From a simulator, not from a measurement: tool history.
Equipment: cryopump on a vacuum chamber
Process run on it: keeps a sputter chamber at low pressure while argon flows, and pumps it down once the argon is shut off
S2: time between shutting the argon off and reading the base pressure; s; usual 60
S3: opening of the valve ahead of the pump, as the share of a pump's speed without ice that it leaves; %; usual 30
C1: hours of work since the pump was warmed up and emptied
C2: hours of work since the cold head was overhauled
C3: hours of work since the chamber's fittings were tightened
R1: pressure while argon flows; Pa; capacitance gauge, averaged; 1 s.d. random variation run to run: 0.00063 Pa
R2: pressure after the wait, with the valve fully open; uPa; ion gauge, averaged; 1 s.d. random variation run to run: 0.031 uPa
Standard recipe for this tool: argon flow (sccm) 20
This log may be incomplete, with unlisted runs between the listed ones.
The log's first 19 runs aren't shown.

run 20 hour=1337.5 | argon_flow_(sccm)=21 S2=60 S3=30 | C1=159 C2=1264 C3=922 | R1=0.1065 R2=2.45
run 21 hour=1391.3 | argon_flow_(sccm)=28 S2=216 S3=60 | C1=205 C2=1309 C3=968 | R1=0.0773 R2=1.52
run 22 hour=1458 | argon_flow_(sccm)=28 S2=216 S3=60 | C1=261 C2=1366 C3=1024 | R1=0.08 R2=1.66
run 23 hour=1521.4 | argon_flow_(sccm)=26 S2=86 S3=23 | C1=315 C2=1419 C3=1078 | R1=0.1773 R2=2.32
-- hour=1588.1 pump warmed up, emptied and cooled again
run 24 hour=1597.6 | argon_flow_(sccm)=9 S2=72 S3=35 | C1=8 C2=1479 C3=1138 | R1=0.0382 R2=2.14
run 25 hour=1682.9 | argon_flow_(sccm)=15 S2=297 S3=30 | C1=80 C2=1552 C3=1210 | R1=0.075 R2=1.42
run 26 hour=1737 | argon_flow_(sccm)=15 S2=297 S3=30 | C1=126 C2=1597 C3=1256 | R1=0.0747 R2=1.52
run 27 hour=1805.5 | argon_flow_(sccm)=15 S2=297 S3=30 | C1=184 C2=1655 C3=1314 | R1=0.0767 R2=1.67

Run 28 has not been measured yet. What should we expect?
run 28 hour=1854.4 | argon_flow_(sccm)=19 S2=74 S3=42 | C1=225 C2=1697 C3=1355 | R1=? R2=?

Run 28 came out at R1 0.0727 Pa, R2 2.58 uPa.
Had the tool carried no hidden state, the very same run would have given R1 0.0659 Pa, R2 1.35 uPa.
